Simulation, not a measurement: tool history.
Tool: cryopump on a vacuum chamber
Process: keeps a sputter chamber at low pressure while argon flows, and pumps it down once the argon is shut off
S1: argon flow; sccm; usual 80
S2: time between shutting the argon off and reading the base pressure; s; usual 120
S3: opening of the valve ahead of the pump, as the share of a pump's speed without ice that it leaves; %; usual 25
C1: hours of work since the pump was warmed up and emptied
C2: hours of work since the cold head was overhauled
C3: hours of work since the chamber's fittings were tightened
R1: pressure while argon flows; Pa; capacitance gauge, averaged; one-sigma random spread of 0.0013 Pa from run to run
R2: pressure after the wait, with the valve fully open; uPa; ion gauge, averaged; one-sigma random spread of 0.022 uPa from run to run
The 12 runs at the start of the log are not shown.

run 13 day=8.896 | S1=61 S2=120 S3=25 | C1=22 C2=674 C3=439 | R1=0.2218 R2=0.93
run 14 day=9.546 | S1=61 S2=120 S3=25 | C1=33 C2=685 C3=449 | R1=0.2213 R2=0.94
run 15 day=10.038 | S1=61 S2=120 S3=25 | C1=41 C2=693 C3=458 | R1=0.2209 R2=0.96
run 16 day=10.971 | S1=80 S2=120 S3=25 | C1=57 C2=709 C3=473 | R1=0.2935 R2=1.02
run 17 day=11.412 | S1=80 S2=99 S3=25 | C1=64 C2=716 C3=481 | R1=0.2953 R2=1.11
run 18 day=12.250 | S1=80 S2=99 S3=25 | C1=78 C2=730 C3=495 | R1=0.2954 R2=1.13
run 19 day=13.033 | S1=53 S2=156 S3=19 | C1=91 C2=743 C3=508 | R1=0.2548 R2=1.03
run 20 day=13.962 | S1=129 S2=43 S3=60 | C1=107 C2=758 C3=523 | R1=0.2090 R2=1.76
run 21 day=14.575 | S1=40 S2=130 S3=53 | C1=117 C2=769 C3=533 | R1=0.0742 R2=1.08
run 22 day=15.400 | S1=80 S2=120 S3=47 | C1=131 C2=783 C3=547 | R1=0.1656 R2=1.12
run 23 day=16.354 | S1=80 S2=120 S3=47 | C1=147 C2=798 C3=563 | R1=0.1668 R2=1.22
run 24 day=17.142 | S1=98 S2=42 S3=29 | C1=160 C2=812 C3=576 | R1=0.3207 R2=1.92
run 25 day=17.938 | S1=98 S2=42 S3=29 | C1=173 C2=825 C3=590 | R1=0.3227 R2=1.95
run 26 day=18.896 | S1=98 S2=42 S3=29 | C1=189 C2=841 C3=606 | R1=0.3293 R2=1.91
run 27 day=19.525 | S1=58 S2=27 S3=29 | C1=199 C2=851 C3=616 | R1=0.1943 R2=2.63
run 28 day=20.446 | S1=58 S2=52 S3=34 | C1=215 C2=867 C3=631 | R1=0.1692 R2=1.87
run 29 day=21.017 | S1=80 S2=120 S3=37 | C1=224 C2=876 C3=641 | R1=0.2188 R2=1.30
run 30 day=21.588 | S1=80 S2=120 S3=37 | C1=234 C2=886 C3=651 | R1=0.2189 R2=1.41
run 31 day=22.358 | S1=80 S2=120 S3=37 | C1=247 C2=899 C3=663 | R1=0.2223 R2=1.39
run 32 day=23.333 | S1=80 S2=120 S3=37 | C1=263 C2=915 C3=680 | R1=0.2255 R2=1.42
run 33 day=23.988 | S1=71 S2=259 S3=24 | C1=274 C2=926 C3=691 | R1=0.2926 R2=1.28

Forecast each of these 5 alternatives for the next run:
run A day=24.675 | S1=113 S2=88 S3=23 | C1=285 C2=937 C3=702 | R1=? R2=?
run B day=24.675 | S1=96 S2=120 S3=45 | C1=285 C2=937 C3=702 | R1=? R2=?
run C day=24.675 | S1=80 S2=101 S3=25 | C1=285 C2=937 C3=702 | R1=? R2=?
run D day=24.675 | S1=80 S2=159 S3=45 | C1=285 C2=937 C3=702 | R1=? R2=?
run E day=24.675 | S1=44 S2=65 S3=35 | C1=285 C2=937 C3=702 | R1=? R2=?

run=A R1=0.4896 R2=1.59
run=B R1=0.2303 R2=1.51
run=C R1=0.3216 R2=1.59
run=D R1=0.1928 R2=1.45
run=E R1=0.1297 R2=1.83
What these runs would have given with no unlogged condition in the tool:
run=A R1=0.4431 R2=0.66
run=B R1=0.1910 R2=0.54
run=C R1=0.2887 R2=0.64
run=D R1=0.1599 R2=0.48
run=E R1=0.1118 R2=0.87
